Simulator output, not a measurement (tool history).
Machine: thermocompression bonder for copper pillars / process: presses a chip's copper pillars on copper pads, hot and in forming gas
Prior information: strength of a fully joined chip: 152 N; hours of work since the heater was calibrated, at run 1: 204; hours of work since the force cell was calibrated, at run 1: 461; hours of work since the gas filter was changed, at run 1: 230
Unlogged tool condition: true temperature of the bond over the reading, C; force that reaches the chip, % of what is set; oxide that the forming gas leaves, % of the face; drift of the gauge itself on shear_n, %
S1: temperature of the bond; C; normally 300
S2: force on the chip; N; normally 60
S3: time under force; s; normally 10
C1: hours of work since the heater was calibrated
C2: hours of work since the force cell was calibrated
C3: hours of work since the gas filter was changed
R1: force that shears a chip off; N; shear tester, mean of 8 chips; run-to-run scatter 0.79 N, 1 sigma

run	hour	S1	S2	S3	C1	C2	C3	R1
1	0.0	300	60	10	204	461	230	87.0
2	8.1	300	60	10	208	465	234	87.7
3	22.3	300	60	10	214	472	240	88.6
4	41.0	300	53	10	223	481	249	81.7
5	55.7	300	53	10	230	488	256	82.7
6	72.9	300	53	10	238	496	264	81.9
7	84.9	300	53	10	244	502	270	81.9
8	95.7	300	53	10	249	507	275	82.0
9	105.7	300	53	10	254	512	280	80.9
10	115.2	300	53	10	259	516	285	82.3
11	132.5	300	53	10	267	524	293	81.6
12	147.0	300	60	10	274	531	300	84.6
13	159.5	300	60	18	280	537	306	100.5
14	174.1	300	60	18	286	544	312	102.6
15	182.7	284	60	10	291	548	317	71.8
16	193.6	284	60	10	296	553	322	71.9
17	212.6	284	60	10	305	562	331	70.4
18	231.4	300	60	21	314	571	340	104.7
19	242.2	300	60	21	319	576	345	103.9
20	250.1	300	60	21	323	580	349	103.4
21	257.7	300	54	10	326	584	352	80.8
22	272.1	300	54	10	333	591	359	81.4
23	289.7	306	54	12	341	599	367	89.8
24	303.6	306	54	12	348	605	374	89.7
25	318.4	284	41	20	355	613	381	71.6
26	336.5	284	41	20	364	621	390	73.6
27	344.8	328	72	10	368	625	394	113.0
28	362.0	300	76	21	376	633	402	111.0
# hour 379.3: forming gas filter changed
29	381.6	300	41	9	385	642	1	71.0
30	399.9	300	59	10	393	651	10	88.4
31	415.6	290	60	14	401	658	17	88.8
32	427.4	290	60	14	406	664	23	88.6
33	441.5	290	60	14	413	671	30	87.8
34	453.9	290	60	14	419	677	35	87.6
35	465.8	290	60	14	425	682	41	87.4
36	484.5	281	76	7	434	691	50	69.9
37	492.7	281	87	8	438	695	54	77.4
38	500.5	281	87	8	441	699	58	79.0
39	514.8	281	87	8	448	706	64	77.2

Below are 5 alternative next runs, each starting from the tool's condition after run 39. Predict each:
A	523.7	272	40	13	452	710	69	?
B	523.7	318	59	10	452	710	69	?
C	523.7	303	60	10	452	710	69	?
D	523.7	300	39	6	452	710	69	?
E	523.7	281	79	8	452	710	69	?

run	R1
A	54.0
B	101.9
C	89.9
D	58.5
E	74.0
The same runs, with their run-to-run variation unchanged, on a tool lacking any hidden condition would have given:
run	R1
A	59.6
B	108.7
C	96.8
D	64.2
E	80.8
